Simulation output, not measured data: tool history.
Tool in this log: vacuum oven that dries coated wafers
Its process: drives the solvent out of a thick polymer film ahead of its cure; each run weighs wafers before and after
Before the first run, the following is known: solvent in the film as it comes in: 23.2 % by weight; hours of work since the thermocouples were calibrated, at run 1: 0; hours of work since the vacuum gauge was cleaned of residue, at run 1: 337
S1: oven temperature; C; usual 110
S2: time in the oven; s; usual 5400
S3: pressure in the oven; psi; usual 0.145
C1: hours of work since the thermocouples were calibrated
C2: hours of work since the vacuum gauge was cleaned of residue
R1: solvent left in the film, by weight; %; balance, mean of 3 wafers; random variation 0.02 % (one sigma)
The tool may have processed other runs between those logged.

{"run": 1, "hour": 0.0, "S1": 110, "S2": 5400, "S3": 0.145, "C1": 0, "C2": 337, "R1": 4.07}
{"run": 2, "hour": 65.6, "S1": 110, "S2": 5400, "S3": 0.392, "C1": 51, "C2": 388, "R1": 6.08}
{"run": 3, "hour": 120.6, "S1": 110, "S2": 5400, "S3": 0.145, "C1": 93, "C2": 430, "R1": 4.09}
{"run": 4, "hour": 171.6, "S1": 123, "S2": 5400, "S3": 0.145, "C1": 133, "C2": 470, "R1": 1.33}
{"run": 5, "hour": 206.2, "S1": 110, "S2": 9300, "S3": 0.145, "C1": 160, "C2": 497, "R1": 2.06}
{"run": 6, "hour": 272.2, "S1": 110, "S2": 9300, "S3": 0.145, "C1": 211, "C2": 548, "R1": 2.05}
{"run": 7, "hour": 314.4, "S1": 110, "S2": 9300, "S3": 0.145, "C1": 243, "C2": 580, "R1": 2.02}
{"run": 8, "hour": 355.6, "S1": 110, "S2": 9300, "S3": 0.145, "C1": 275, "C2": 612, "R1": 2.01}
{"run": 9, "hour": 394.7, "S1": 110, "S2": 5400, "S3": 0.145, "C1": 305, "C2": 642, "R1": 4.11}
{"run": 10, "hour": 461.8, "S1": 110, "S2": 5400, "S3": 0.145, "C1": 357, "C2": 694, "R1": 4.09}
{"run": 11, "hour": 500.3, "S1": 119, "S2": 5400, "S3": 0.145, "C1": 387, "C2": 724, "R1": 1.93}
{"run": 12, "hour": 567.2, "S1": 110, "S2": 5520, "S3": 0.145, "C1": 439, "C2": 776, "R1": 3.98}
{"run": 13, "hour": 599.1, "S1": 110, "S2": 5400, "S3": 0.145, "C1": 463, "C2": 801, "R1": 4.1}
{"run": 14, "hour": 660.1, "S1": 110, "S2": 5400, "S3": 0.145, "C1": 511, "C2": 848, "R1": 4.09}
{"run": 15, "hour": 702.5, "S1": 110, "S2": 5400, "S3": 0.145, "C1": 543, "C2": 881, "R1": 4.09}
{"run": 16, "hour": 766.1, "S1": 102, "S2": 5700, "S3": 0.189, "C1": 593, "C2": 930, "R1": 7.07}
{"run": 17, "hour": 833.1, "S1": 102, "S2": 5700, "S3": 0.189, "C1": 644, "C2": 982, "R1": 7.06}
{"run": 18, "hour": 885.7, "S1": 110, "S2": 2880, "S3": 0.467, "C1": 685, "C2": 1022, "R1": 9.94}
{"run": 19, "hour": 959.0, "S1": 108, "S2": 4260, "S3": 0.467, "C1": 742, "C2": 1079, "R1": 8.61}
{"hour": 983.7, "done": "oven's thermocouples calibrated"}
{"run": 20, "hour": 1005.3, "S1": 108, "S2": 4260, "S3": 0.467, "C1": 17, "C2": 1113, "R1": 8.58}
{"run": 21, "hour": 1051.3, "S1": 108, "S2": 4260, "S3": 0.467, "C1": 52, "C2": 1149, "R1": 8.53}
{"hour": 1058.2, "done": "vacuum gauge cleaned of residue and calibrated"}
{"run": 22, "hour": 1111.9, "S1": 110, "S2": 6180, "S3": 0.145, "C1": 98, "C2": 42, "R1": 3.44}
{"run": 23, "hour": 1179.7, "S1": 106, "S2": 4200, "S3": 0.207, "C1": 150, "C2": 94, "R1": 7.49}
{"run": 24, "hour": 1252.2, "S1": 106, "S2": 4200, "S3": 0.207, "C1": 207, "C2": 150, "R1": 7.48}
{"run": 25, "hour": 1300.4, "S1": 118, "S2": 5400, "S3": 0.27, "C1": 244, "C2": 187, "R1": 2.88}
{"run": 26, "hour": 1332.0, "S1": 116, "S2": 3360, "S3": 0.354, "C1": 268, "C2": 212, "R1": 6.05}
{"run": 27, "hour": 1381.8, "S1": 117, "S2": 8820, "S3": 0.297, "C1": 307, "C2": 250, "R1": 2.32}

What if the next run were any one of these 5? Each begins from the tool's condition after run 27:
{"run": "A", "hour": 1419.5, "S1": 110, "S2": 6840, "S3": 0.112, "C1": 336, "C2": 279, "R1": "?"}
{"run": "B", "hour": 1419.5, "S1": 117, "S2": 8820, "S3": 0.141, "C1": 336, "C2": 279, "R1": "?"}
{"run": "C", "hour": 1419.5, "S1": 97, "S2": 5400, "S3": 0.145, "C1": 336, "C2": 279, "R1": "?"}
{"run": "D", "hour": 1419.5, "S1": 117, "S2": 4860, "S3": 0.297, "C1": 336, "C2": 279, "R1": "?"}
{"run": "E", "hour": 1419.5, "S1": 110, "S2": 4320, "S3": 0.145, "C1": 336, "C2": 279, "R1": "?"}

run=A R1=2.74
run=B R1=1.21
run=C R1=9.03
run=D R1=3.67
run=E R1=5.34
Take away the tool's hidden state, keep each run's random variation, and the runs would have read:
run=A R1=2.73
run=B R1=1.21
run=C R1=9.03
run=D R1=3.67
run=E R1=5.33

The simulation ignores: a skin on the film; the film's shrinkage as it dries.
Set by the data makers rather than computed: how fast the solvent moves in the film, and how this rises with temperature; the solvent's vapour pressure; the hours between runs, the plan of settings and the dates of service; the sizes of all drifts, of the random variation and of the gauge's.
